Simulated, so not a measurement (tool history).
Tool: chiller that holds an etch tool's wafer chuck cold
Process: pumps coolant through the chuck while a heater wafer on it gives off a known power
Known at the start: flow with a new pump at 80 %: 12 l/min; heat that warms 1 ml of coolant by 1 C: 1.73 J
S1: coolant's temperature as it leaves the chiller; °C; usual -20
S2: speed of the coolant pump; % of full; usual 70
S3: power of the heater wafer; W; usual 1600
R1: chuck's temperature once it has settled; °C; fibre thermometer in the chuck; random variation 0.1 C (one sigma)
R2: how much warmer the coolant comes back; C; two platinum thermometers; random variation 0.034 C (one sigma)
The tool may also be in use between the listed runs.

run 1 hour=0 | S1=-20 S2=70 S3=1600 | R1=-4.3 R2=5.35
run 2 hour=13.4 | S1=-20 S2=70 S3=1600 | R1=-4.5 R2=5.46
run 3 hour=40.3 | S1=-20 S2=70 S3=1600 | R1=-4.4 R2=5.44
run 4 hour=57.1 | S1=-20 S2=70 S3=1600 | R1=-4.4 R2=5.41
run 5 hour=76.8 | S1=-20 S2=70 S3=1600 | R1=-4.4 R2=5.41
run 6 hour=99.2 | S1=-20 S2=70 S3=1600 | R1=-4.4 R2=5.44
run 7 hour=117.3 | S1=-20 S2=70 S3=2303 | R1=2.6 R2=7.84
run 8 hour=144.3 | S1=-20 S2=70 S3=2303 | R1=2.5 R2=7.78
run 9 hour=158.6 | S1=-20 S2=70 S3=2303 | R1=2.7 R2=7.91
run 10 hour=181.8 | S1=-20 S2=70 S3=1687 | R1=-3.6 R2=5.76
run 11 hour=195.8 | S1=-20 S2=70 S3=1687 | R1=-3.6 R2=5.74
run 12 hour=217.5 | S1=-18 S2=70 S3=1600 | R1=-2.3 R2=5.45
run 13 hour=243.1 | S1=-18 S2=70 S3=1763 | R1=-0.5 R2=6.01
run 14 hour=259.8 | S1=-20 S2=70 S3=966 | R1=-10.5 R2=3.33
run 15 hour=290.6 | S1=-20 S2=70 S3=966 | R1=-10.4 R2=3.33
run 16 hour=320.1 | S1=-20 S2=70 S3=1600 | R1=-4.2 R2=5.51
run 17 hour=338.4 | S1=-20 S2=66 S3=1419 | R1=-5 R2=5.17
run 18 hour=360.2 | S1=-20 S2=66 S3=1419 | R1=-5.3 R2=5.18
run 19 hour=374.5 | S1=-18 S2=66 S3=1165 | R1=-5.6 R2=4.26
run 20 hour=388.5 | S1=-16 S2=94 S3=1165 | R1=-7.4 R2=2.88
run 21 hour=413.6 | S1=-25 S2=77 S3=1493 | R1=-11.5 R2=4.55
run 22 hour=431.5 | S1=-10 S2=72 S3=1561 | R1=4.9 R2=5.2
run 23 hour=459.5 | S1=-21 S2=70 S3=1600 | R1=-5.1 R2=5.46
run 24 hour=476.8 | S1=-21 S2=70 S3=1600 | R1=-5 R2=5.47
run 25 hour=490.5 | S1=-19 S2=70 S3=2098 | R1=2.1 R2=7.22
run 26 hour=509.2 | S1=-20 S2=61 S3=1600 | R1=-1.6 R2=6.4
run 27 hour=540 | S1=-12 S2=66 S3=1600 | R1=5 R2=5.9
run 28 hour=558.5 | S1=-22 S2=66 S3=1185 | R1=-9.5 R2=4.33
run 29 hour=585.4 | S1=-17 S2=66 S3=2080 | R1=5.1 R2=7.59
run 30 hour=609.7 | S1=-17 S2=66 S3=2080 | R1=4.9 R2=7.62
run 31 hour=627.7 | S1=-20 S2=95 S3=1600 | R1=-8.1 R2=3.91

Some steps in R1 between neighbouring runs. How much of each would the tool show without its hidden state too (settings, what came in, random variation), and how much is left for the hidden state, with any gauge scatter that isn't in both results?
The hidden state here: heat passed by the chuck's channels, % of clean ones'; flow at a given pump speed, % of a new pump's; coolant's true temperature over the reading, C; drift of the gauge itself on chuck_c, C; drift of the gauge itself on warmer_back_c, C.
Run 13 -> 14: S1 -18 -> -20, S3 1763 -> 966. R1 -10 °C: hidden state -1, all else -9.
Run 21 -> 22: S1 -25 -> -10, S2 77 -> 72, S3 1493 -> 1561. R1 +16.4 °C: hidden state +0.2, all else +16.2.
Run 27 -> 28: S1 -12 -> -22, S3 1600 -> 1185. R1 -14.5 °C: hidden state -0.7, all else -13.8.
Run 28 -> 29: S1 -22 -> -17, S3 1185 -> 2080. R1 +14.6 °C: hidden state +1.5, all else +13.1.
Run 30 -> 31: S1 -17 -> -20, S2 66 -> 95, S3 2080 -> 1600. R1 -13 °C: hidden state -1.5, all else -11.5.
